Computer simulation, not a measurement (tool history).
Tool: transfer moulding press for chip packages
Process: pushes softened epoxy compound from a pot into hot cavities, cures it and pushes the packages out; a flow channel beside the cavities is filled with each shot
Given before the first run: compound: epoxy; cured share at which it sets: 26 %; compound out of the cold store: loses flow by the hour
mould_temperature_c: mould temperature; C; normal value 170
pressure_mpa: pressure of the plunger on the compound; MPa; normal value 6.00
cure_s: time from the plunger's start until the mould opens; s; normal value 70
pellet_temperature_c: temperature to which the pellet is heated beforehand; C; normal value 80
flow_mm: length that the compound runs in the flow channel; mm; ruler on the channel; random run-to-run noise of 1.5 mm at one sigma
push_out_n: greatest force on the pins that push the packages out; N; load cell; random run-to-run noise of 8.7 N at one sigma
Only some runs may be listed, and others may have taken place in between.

| run | day | mould_temperature_c | pressure_mpa | cure_s | pellet_temperature_c | incoming compound's hours out of the cold store | flow_mm | push_out_n |
|---|---|---|---|---|---|---|---|---|
| 1 | 0.000 | 170 | 6.00 | 70 | 80 | 41.4 | 789 | 618 |
| 2 | 0.429 | 170 | 6.00 | 70 | 80 | 28.0 | 864 | 641 |
|  | 0.621 | cavities cleaned with cleaning compound and waxed |
| 3 | 0.975 | 170 | 6.00 | 70 | 80 | 30.8 | 847 | 421 |
| 4 | 1.396 | 170 | 6.00 | 70 | 82 | 14.4 | 949 | 498 |
| 5 | 1.896 | 170 | 6.00 | 70 | 82 | 44.6 | 771 | 476 |
| 6 | 2.438 | 170 | 6.00 | 70 | 80 | 40.4 | 792 | 528 |
|  | 2.592 | plunger's sealing rings changed |
| 7 | 2.933 | 170 | 6.00 | 70 | 80 | 44.2 | 792 | 564 |
| 8 | 3.512 | 170 | 6.00 | 70 | 80 | 24.3 | 907 | 627 |
| 9 | 4.054 | 170 | 6.00 | 70 | 80 | 45.3 | 785 | 628 |
|  | 4.404 | cavities cleaned with cleaning compound and waxed |
| 10 | 4.833 | 170 | 6.00 | 70 | 80 | 12.4 | 985 | 448 |
| 11 | 5.250 | 170 | 6.00 | 70 | 80 | 19.0 | 938 | 476 |
| 12 | 5.854 | 170 | 6.00 | 70 | 80 | 40.0 | 811 | 506 |
| 13 | 6.342 | 170 | 6.00 | 70 | 80 | 18.8 | 938 | 593 |
| 14 | 7.042 | 170 | 6.00 | 70 | 80 | 17.8 | 939 | 624 |
| 15 | 7.546 | 170 | 6.00 | 55 | 80 | 13.6 | 967 | 1243 |
| 16 | 7.879 | 170 | 6.00 | 62 | 81 | 33.8 | 840 | 849 |
|  | 8.062 | cavities cleaned with cleaning compound and waxed |
| 17 | 8.288 | 167 | 6.00 | 70 | 77 | 40.8 | 805 | 481 |
| 18 | 8.792 | 170 | 5.85 | 70 | 80 | 15.2 | 944 | 485 |
| 19 | 9.129 | 170 | 4.73 | 101 | 73 | 17.0 | 834 | 364 |
| 20 | 9.750 | 173 | 6.00 | 85 | 80 | 21.2 | 907 | 413 |
| 21 | 10.438 | 170 | 6.00 | 70 | 83 | 10.0 | 987 | 626 |
| 22 | 10.888 | 170 | 6.98 | 64 | 76 | 8.9 | 1075 | 843 |
| 23 | 11.283 | 170 | 6.98 | 64 | 76 | 20.2 | 988 | 827 |
| 24 | 11.625 | 170 | 6.46 | 65 | 80 | 19.6 | 953 | 817 |
|  | 11.758 | cavities cleaned with cleaning compound and waxed |
| 25 | 12.121 | 170 | 6.33 | 84 | 80 | 37.9 | 829 | 343 |
| 26 | 12.517 | 163 | 6.33 | 84 | 80 | 34.3 | 866 | 480 |
| 27 | 13.129 | 163 | 6.33 | 84 | 80 | 36.5 | 849 | 550 |

For run 28, what comes out?
|  | 13.517 | plunger's sealing rings changed |
| 28 | 13.812 | 173 | 5.11 | 70 | 86 | 17.1 | ? | ? |

Run 28 yielded flow_mm 875 mm, push_out_n 523 N.
Were there no unlogged condition in the tool, this run, its random variation unchanged, would have produced flow_mm 877 mm, push_out_n 339 N.
